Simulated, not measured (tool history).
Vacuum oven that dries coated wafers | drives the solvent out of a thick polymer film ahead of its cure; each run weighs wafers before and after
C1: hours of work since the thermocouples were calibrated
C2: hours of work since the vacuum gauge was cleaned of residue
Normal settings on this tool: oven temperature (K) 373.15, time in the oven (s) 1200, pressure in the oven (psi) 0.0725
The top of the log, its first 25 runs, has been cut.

run 26 day=29.133 | oven_temperature_(K)=369.15 time_in_the_oven_(s)=1080 pressure_in_the_oven_(psi)=0.0531 | C1=661 C2=545 | solvent_left_in_the_film_(%)=3.36
run 27 day=30.65 | oven_temperature_(K)=369.15 time_in_the_oven_(s)=1080 pressure_in_the_oven_(psi)=0.0531 | C1=679 C2=563 | solvent_left_in_the_film_(%)=3.34
run 28 day=31.712 | oven_temperature_(K)=381.15 time_in_the_oven_(s)=1080 pressure_in_the_oven_(psi)=0.0531 | C1=692 C2=576 | solvent_left_in_the_film_(%)=0.74
run 29 day=32.475 | oven_temperature_(K)=373.15 time_in_the_oven_(s)=1200 pressure_in_the_oven_(psi)=0.2197 | C1=701 C2=585 | solvent_left_in_the_film_(%)=2.51
run 30 day=33.612 | oven_temperature_(K)=370.15 time_in_the_oven_(s)=1260 pressure_in_the_oven_(psi)=0.0506 | C1=715 C2=599 | solvent_left_in_the_film_(%)=2.41
run 31 day=34.554 | oven_temperature_(K)=379.15 time_in_the_oven_(s)=1740 pressure_in_the_oven_(psi)=0.069 | C1=726 C2=610 | solvent_left_in_the_film_(%)=0.49
run 32 day=35.683 | oven_temperature_(K)=374.15 time_in_the_oven_(s)=960 pressure_in_the_oven_(psi)=0.0518 | C1=740 C2=624 | solvent_left_in_the_film_(%)=2.52
run 33 day=36.721 | oven_temperature_(K)=382.15 time_in_the_oven_(s)=1200 pressure_in_the_oven_(psi)=0.0467 | C1=752 C2=636 | solvent_left_in_the_film_(%)=0.58
run 34 day=38.129 | oven_temperature_(K)=382.15 time_in_the_oven_(s)=1680 pressure_in_the_oven_(psi)=0.2605 | C1=769 C2=653 | solvent_left_in_the_film_(%)=0.98
run 35 day=39.75 | oven_temperature_(K)=358.15 time_in_the_oven_(s)=1620 pressure_in_the_oven_(psi)=0.0891 | C1=788 C2=673 | solvent_left_in_the_film_(%)=5.09
run 36 day=41.329 | oven_temperature_(K)=371.15 time_in_the_oven_(s)=1260 pressure_in_the_oven_(psi)=0.0731 | C1=807 C2=691 | solvent_left_in_the_film_(%)=2.14
run 37 day=42.421 | oven_temperature_(K)=377.15 time_in_the_oven_(s)=1260 pressure_in_the_oven_(psi)=0.0571 | C1=820 C2=705 | solvent_left_in_the_film_(%)=1.02
run 38 day=44.046 | oven_temperature_(K)=377.15 time_in_the_oven_(s)=1140 pressure_in_the_oven_(psi)=0.0571 | C1=840 C2=724 | solvent_left_in_the_film_(%)=1.26
run 39 day=44.862 | oven_temperature_(K)=378.15 time_in_the_oven_(s)=1200 pressure_in_the_oven_(psi)=0.0922 | C1=850 C2=734 | solvent_left_in_the_film_(%)=1.14
run 40 day=45.804 | oven_temperature_(K)=381.15 time_in_the_oven_(s)=1440 pressure_in_the_oven_(psi)=0.0922 | C1=861 C2=745 | solvent_left_in_the_film_(%)=0.64
run 41 day=47.138 | oven_temperature_(K)=380.15 time_in_the_oven_(s)=1080 pressure_in_the_oven_(psi)=0.1817 | C1=877 C2=761 | solvent_left_in_the_film_(%)=1.37
run 42 day=47.892 | oven_temperature_(K)=385.15 time_in_the_oven_(s)=660 pressure_in_the_oven_(psi)=0.1832 | C1=886 C2=770 | solvent_left_in_the_film_(%)=1.87
run 43 day=48.625 | oven_temperature_(K)=387.15 time_in_the_oven_(s)=1200 pressure_in_the_oven_(psi)=0.0637 | C1=895 C2=779 | solvent_left_in_the_film_(%)=0.4
run 44 day=49.846 | oven_temperature_(K)=387.15 time_in_the_oven_(s)=1200 pressure_in_the_oven_(psi)=0.0637 | C1=910 C2=794 | solvent_left_in_the_film_(%)=0.4
run 45 day=51.6 | oven_temperature_(K)=375.15 time_in_the_oven_(s)=840 pressure_in_the_oven_(psi)=0.0725 | C1=931 C2=815 | solvent_left_in_the_film_(%)=2.86
run 46 day=52.538 | oven_temperature_(K)=375.15 time_in_the_oven_(s)=840 pressure_in_the_oven_(psi)=0.0905 | C1=942 C2=826 | solvent_left_in_the_film_(%)=2.99

5 ways to go on from here, each from the tool as it stands after run 46. What would each give?
run A day=53.675 | oven_temperature_(K)=375.15 time_in_the_oven_(s)=960 pressure_in_the_oven_(psi)=0.0368 | C1=956 C2=840 | solvent_left_in_the_film_(%)=?
run B day=53.675 | oven_temperature_(K)=375.15 time_in_the_oven_(s)=1080 pressure_in_the_oven_(psi)=0.1822 | C1=956 C2=840 | solvent_left_in_the_film_(%)=?
run C day=53.675 | oven_temperature_(K)=379.15 time_in_the_oven_(s)=1200 pressure_in_the_oven_(psi)=0.094 | C1=956 C2=840 | solvent_left_in_the_film_(%)=?
run D day=53.675 | oven_temperature_(K)=373.15 time_in_the_oven_(s)=1500 pressure_in_the_oven_(psi)=0.0492 | C1=956 C2=840 | solvent_left_in_the_film_(%)=?
run E day=53.675 | oven_temperature_(K)=370.15 time_in_the_oven_(s)=900 pressure_in_the_oven_(psi)=0.0719 | C1=956 C2=840 | solvent_left_in_the_film_(%)=?

run=A solvent_left_in_the_film_(%)=2.19
run=B solvent_left_in_the_film_(%)=2.24
run=C solvent_left_in_the_film_(%)=1.12
run=D solvent_left_in_the_film_(%)=1.19
run=E solvent_left_in_the_film_(%)=3.97
Had the tool no hidden state, the same runs would have come out as:
run=A solvent_left_in_the_film_(%)=2.19
run=B solvent_left_in_the_film_(%)=2.22
run=C solvent_left_in_the_film_(%)=1.04
run=D solvent_left_in_the_film_(%)=1.1
run=E solvent_left_in_the_film_(%)=4.02

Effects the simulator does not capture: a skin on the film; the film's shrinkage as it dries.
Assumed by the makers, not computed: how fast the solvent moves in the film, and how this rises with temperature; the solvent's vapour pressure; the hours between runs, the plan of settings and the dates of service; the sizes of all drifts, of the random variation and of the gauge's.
